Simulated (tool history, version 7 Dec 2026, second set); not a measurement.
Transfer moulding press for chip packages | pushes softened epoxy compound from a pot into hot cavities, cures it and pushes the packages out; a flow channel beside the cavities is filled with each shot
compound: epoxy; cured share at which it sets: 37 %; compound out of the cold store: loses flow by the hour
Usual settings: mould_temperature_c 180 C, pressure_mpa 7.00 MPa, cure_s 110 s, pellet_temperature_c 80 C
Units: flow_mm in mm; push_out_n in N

run	hour	mould_temperature_c	pressure_mpa	cure_s	pellet_temperature_c	incoming compound's hours out of the cold store	flow_mm	push_out_n
1	0.0	180	7.00	110	80	10.2	785	724
2	18.3	180	7.00	110	78	16.5	771	808
3	37.6	180	7.00	110	78	42.6	708	850
# hour 66.5: cavities cleaned with cleaning compound and waxed
4	78.2	175	7.00	110	78	30.5	754	834
5	114.0	175	7.00	110	78	15.5	785	1176
6	154.1	180	7.00	110	80	15.0	756	957
# hour 163.7: cavities cleaned with cleaning compound and waxed
7	184.8	180	7.00	121	80	44.2	692	604
8	202.4	180	7.00	121	80	12.0	762	677
9	227.0	180	7.00	121	80	45.8	683	750
# hour 261.9: cavities cleaned with cleaning compound and waxed
10	269.2	180	7.00	110	81	38.5	701	552
# hour 282.2: plunger's sealing rings changed
11	305.1	180	7.00	110	81	9.7	791	790
12	337.4	180	7.00	110	81	12.3	785	888
# hour 362.0: cavities cleaned with cleaning compound and waxed
13	362.6	180	7.00	110	81	25.5	756	508
14	390.5	180	7.00	110	80	24.3	757	727
15	413.2	180	5.76	140	86	25.2	679	673
16	435.9	180	5.67	140	86	41.9	643	747
# hour 453.3: mould's thermocouples calibrated
# hour 463.1: cavities cleaned with cleaning compound and waxed
17	472.9	172	7.00	110	80	31.7	768	1040
18	489.4	179	8.64	92	76	19.7	849	1095
19	506.8	181	5.39	110	74	32.6	633	773
20	528.4	181	5.39	98	74	9.7	679	1070
# hour 561.8: cavities cleaned with cleaning compound and waxed
21	567.8	180	6.12	110	81	34.2	670	584
22	596.6	173	7.00	110	80	17.8	788	1284
23	614.6	173	7.00	110	80	27.1	757	1398
24	643.1	180	7.52	110	70	28.9	753	945
# hour 660.5: cavities cleaned with cleaning compound and waxed
25	681.9	180	7.00	110	76	32.3	716	668
# hour 697.6: plunger's sealing rings changed
26	717.8	180	7.00	110	76	23.5	759	844
27	737.1	180	7.00	97	80	33.8	734	1173

Some steps in flow_mm between neighbouring runs. How much of each would the tool show without its hidden state too (settings, what came in, random variation), and how much is left for the hidden state, with any gauge scatter that isn't in both results?
The hidden state here: true mould temperature over the reading, C; pressure that reaches the compound, % of what is set; grip of the stained cavities, % over clean ones'; drift of the gauge itself on flow_mm, %; drift of the gauge itself on push_out_n, %.
Run 10 -> 11: plunger's sealing rings changed. flow_mm +90 mm: hidden state +29, all else +61.
Run 16 -> 17: mould_temperature_c 180 -> 172, pressure_mpa 5.67 -> 7.00, cure_s 140 -> 110, pellet_temperature_c 86 -> 80, mould's thermocouples calibrated, cavities cleaned with cleaning compound and waxed. flow_mm +125 mm: hidden state -5, all else +130.
Run 18 -> 19: mould_temperature_c 179 -> 181, pressure_mpa 8.64 -> 5.39, cure_s 92 -> 110, pellet_temperature_c 76 -> 74. flow_mm -216 mm: hidden state +3, all else -219.
Run 25 -> 26: plunger's sealing rings changed. flow_mm +43 mm: hidden state +29, all else +14.
